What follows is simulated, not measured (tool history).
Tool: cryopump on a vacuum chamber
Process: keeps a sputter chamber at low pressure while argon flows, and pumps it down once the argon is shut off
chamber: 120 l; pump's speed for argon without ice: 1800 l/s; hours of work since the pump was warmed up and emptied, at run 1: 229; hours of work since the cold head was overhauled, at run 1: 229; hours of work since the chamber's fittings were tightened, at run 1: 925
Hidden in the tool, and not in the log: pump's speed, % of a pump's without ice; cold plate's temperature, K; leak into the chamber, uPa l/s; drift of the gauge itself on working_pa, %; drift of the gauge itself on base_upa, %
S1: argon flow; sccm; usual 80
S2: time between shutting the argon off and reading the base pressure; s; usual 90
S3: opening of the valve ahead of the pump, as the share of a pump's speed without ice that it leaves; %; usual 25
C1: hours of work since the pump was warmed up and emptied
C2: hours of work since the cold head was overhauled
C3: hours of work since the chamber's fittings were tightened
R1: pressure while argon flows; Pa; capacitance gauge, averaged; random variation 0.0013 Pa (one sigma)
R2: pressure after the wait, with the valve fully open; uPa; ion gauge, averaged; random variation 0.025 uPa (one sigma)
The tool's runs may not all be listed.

run 1 hour=0 | S1=80 S2=90 S3=25 | C1=229 C2=229 C3=925 | R1=0.3093 R2=1.7
run 2 hour=6.5 | S1=96 S2=90 S3=25 | C1=234 C2=234 C3=930 | R1=0.3718 R2=1.63
run 3 hour=21.1 | S1=62 S2=90 S3=25 | C1=247 C2=247 C3=943 | R1=0.238 R2=1.69
run 4 hour=32.4 | S1=62 S2=90 S3=25 | C1=256 C2=256 C3=952 | R1=0.2383 R2=1.71
run 5 hour=39.6 | S1=62 S2=90 S3=25 | C1=262 C2=262 C3=958 | R1=0.2386 R2=1.69
run 6 hour=51.3 | S1=62 S2=164 S3=25 | C1=272 C2=272 C3=968 | R1=0.2392 R2=1.38
run 7 hour=67 | S1=62 S2=164 S3=25 | C1=285 C2=285 C3=981 | R1=0.2393 R2=1.36
run 8 hour=75.9 | S1=62 S2=164 S3=25 | C1=293 C2=293 C3=989 | R1=0.2396 R2=1.4
run 9 hour=88.7 | S1=62 S2=164 S3=25 | C1=303 C2=303 C3=999 | R1=0.2381 R2=1.4
run 10 hour=103.2 | S1=80 S2=212 S3=25 | C1=315 C2=315 C3=1011 | R1=0.311 R2=1.24
run 11 hour=114.5 | S1=80 S2=212 S3=25 | C1=325 C2=325 C3=1021 | R1=0.3095 R2=1.32
run 12 hour=122.4 | S1=112 S2=90 S3=25 | C1=332 C2=332 C3=1027 | R1=0.4377 R2=1.8
run 13 hour=133.6 | S1=112 S2=90 S3=25 | C1=341 C2=341 C3=1037 | R1=0.4352 R2=1.82
run 14 hour=144.6 | S1=112 S2=90 S3=25 | C1=350 C2=350 C3=1046 | R1=0.4365 R2=1.84
run 15 hour=151.8 | S1=80 S2=90 S3=16 | C1=356 C2=356 C3=1052 | R1=0.4813 R2=1.77
run 16 hour=167 | S1=80 S2=90 S3=59 | C1=369 C2=369 C3=1065 | R1=0.1375 R2=1.86
run 17 hour=173.7 | S1=80 S2=90 S3=59 | C1=375 C2=375 C3=1071 | R1=0.1388 R2=1.9
run 18 hour=185.4 | S1=80 S2=90 S3=59 | C1=384 C2=384 C3=1080 | R1=0.1393 R2=1.82
run 19 hour=198.5 | S1=135 S2=193 S3=46 | C1=395 C2=395 C3=1091 | R1=0.2989 R2=1.41
run 20 hour=206.9 | S1=87 S2=60 S3=32 | C1=402 C2=402 C3=1098 | R1=0.271 R2=2.3
run 21 hour=215.6 | S1=80 S2=90 S3=51 | C1=410 C2=410 C3=1106 | R1=0.1604 R2=1.86
run 22 hour=225.1 | S1=80 S2=90 S3=51 | C1=418 C2=418 C3=1114 | R1=0.1604 R2=1.94
run 23 hour=234.4 | S1=110 S2=24 S3=36 | C1=426 C2=426 C3=1121 | R1=0.307 R2=4.31
run 24 hour=247.4 | S1=103 S2=90 S3=48 | C1=436 C2=436 C3=1132 | R1=0.2196 R2=1.89
run 25 hour=258.9 | S1=103 S2=90 S3=48 | C1=446 C2=446 C3=1142 | R1=0.2204 R2=1.93
run 26 hour=273.7 | S1=37 S2=90 S3=23 | C1=458 C2=458 C3=1154 | R1=0.1583 R2=1.99

Forecast run 27:
run 27 hour=287.5 | S1=37 S2=90 S3=23 | C1=470 C2=470 C3=1166 | R1=? R2=?

Run 27 gave R1 0.1584 Pa, R2 1.93 uPa.
Without the tool's hidden state the same run would have given R1 0.1511 Pa, R2 0.99 uPa.

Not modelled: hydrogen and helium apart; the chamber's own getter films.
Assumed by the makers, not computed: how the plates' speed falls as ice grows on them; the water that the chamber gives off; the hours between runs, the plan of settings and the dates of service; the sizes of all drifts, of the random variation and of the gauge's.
